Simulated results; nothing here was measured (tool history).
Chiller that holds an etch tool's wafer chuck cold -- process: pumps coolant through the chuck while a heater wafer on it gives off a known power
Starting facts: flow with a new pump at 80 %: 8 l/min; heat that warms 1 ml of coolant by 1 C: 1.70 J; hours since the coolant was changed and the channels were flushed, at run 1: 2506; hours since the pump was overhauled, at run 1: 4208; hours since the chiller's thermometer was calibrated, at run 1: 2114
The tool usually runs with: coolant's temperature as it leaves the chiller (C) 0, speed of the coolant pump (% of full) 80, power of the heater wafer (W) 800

run      day  coolant's temperature as it leaves the chiller (C)  speed of the coolant pump (% of full)  power of the heater wafer (W)  hours since the coolant was changed and the channels were flushed  hours since the pump was overhauled  hours since the chiller's thermometer was calibrated  chuck's temperature once it has settled (C)  how much warmer the coolant comes back (C)
  1    0.000                                                   0                                     80                            800                                                               2506                                 4208                                                  2114                                          7.9                                        3.49
  2    5.175                                                   0                                     80                            800                                                               2630                                 4332                                                  2238                                          8.0                                        3.48
  3   10.083                                                   0                                     80                            800                                                               2748                                 4450                                                  2356                                          7.8                                        3.51
  4   12.750                                                   0                                     80                            800                                                               2812                                 4514                                                  2420                                          8.0                                        3.53
  5   17.554                                                   0                                     80                            800                                                               2927                                 4629                                                  2536                                          7.9                                        3.53
  6   22.217                                                  -2                                     80                            800                                                               3039                                 4741                                                  2647                                          6.2                                        3.44
  7   28.579                                                  -2                                     61                            800                                                               3192                                 4894                                                  2800                                          8.4                                        4.74
  8   34.346                                                  -2                                     61                            800                                                               3330                                 5032                                                  2939                                          8.6                                        4.70
  9   40.250                                                  -2                                     61                            800                                                               3472                                 5174                                                  3080                                          8.4                                        4.72
 10   44.383                                                   0                                     70                            800                                                               3571                                 5273                                                  3179                                          9.1                                        4.00
 11   47.504                                                   0                                     80                            800                                                               3646                                 5348                                                  3254                                          7.9                                        3.44
 12   51.679                                                   0                                     80                            800                                                               3746                                 5448                                                  3355                                          7.9                                        3.43
 13   57.858                                                   0                                     80                            722                                                               3894                                 5597                                                  3503                                          7.2                                        3.04
 14   62.521                                                   0                                     71                            800                                                               4006                                 5708                                                  3615                                          8.8                                        3.93
 15   66.725                                                   0                                     80                            800                                                               4107                                 5809                                                  3716                                          8.1                                        3.35
 16   70.321                                                   0                                     81                            800                                                               4193                                 5896                                                  3802                                          7.9                                        3.34
      76.346  -- coolant changed, channels flushed
 17   76.821                                                   4                                     81                           1106                                                                 11                                 6046                                                  3952                                         14.7                                        4.67
 18   80.921                                                   7                                     80                            688                                                                110                                 6144                                                  4050                                         13.7                                        2.88
 19   84.671                                                   0                                     80                            905                                                                200                                 6234                                                  4140                                          9.1                                        3.83
 20   89.562                                                   0                                     80                            905                                                                317                                 6351                                                  4258                                          9.1                                        3.85
 21   94.058                                                  -4                                     80                            487                                                                425                                 6459                                                  4366                                          0.7                                        1.91
 22   97.838                                                  -4                                     84                            487                                                                516                                 6550                                                  4456                                          0.5                                        1.81
 23  102.358                                                  -4                                     84                            487                                                                624                                 6659                                                  4565                                          0.6                                        1.79
     103.467  -- chiller's thermometer calibrated
 24  106.079                                                  -5                                     84                            449                                                                713                                 6747                                                    63                                         -0.7                                        1.67
 25  112.000                                                  -4                                     93                            892                                                                855                                 6889                                                   205                                          3.7                                        3.10
     115.846  -- gauge calibrated
     116.662  -- coolant pump overhauled
 26  116.988                                                  -4                                     93                            892                                                                969                                    8                                                   320                                          3.7                                        3.36
 27  120.883                                                  -4                                     93                            892                                                               1063                                  101                                                   413                                          3.7                                        3.29
 28  127.229                                                  -4                                     93                            804                                                               1215                                  254                                                   565                                          2.8                                        2.99
 29  132.796                                                  -4                                     93                            804                                                               1349                                  387                                                   699                                          3.0                                        2.93
 30  136.775                                                  -4                                     93                            804                                                               1444                                  483                                                   794                                          2.8                                        2.95
 31  141.454                                                   0                                     92                           1053                                                               1557                                  595                                                   907                                          9.2                                        3.89

Forecast each of these 4 alternatives for the next run:
  A  146.529                                                  -9                                     99                           1165                                                               1678                                  717                                                  1029                                            ?                                           ?
  B  146.529                                                   0                                     89                            783                                                               1678                                  717                                                  1029                                            ?                                           ?
  C  146.529                                                   6                                     80                            900                                                               1678                                  717                                                  1029                                            ?                                           ?
  D  146.529                                                  -3                                     89                            946                                                               1678                                  717                                                  1029                                            ?                                           ?

run  chuck's temperature once it has settled (C)  how much warmer the coolant comes back (C)
  A                                          0.5                                        3.93
  B                                          7.1                                        2.94
  C                                         15.0                                        3.97
  D                                          5.3                                        3.65
The same runs, with their run-to-run variation unchanged, on a tool lacking any hidden condition would have given:
run  chuck's temperature once it has settled (C)  how much warmer the coolant comes back (C)
  A                                          0.5                                        4.00
  B                                          7.1                                        3.00
  C                                         15.0                                        4.03
  D                                          5.3                                        3.72
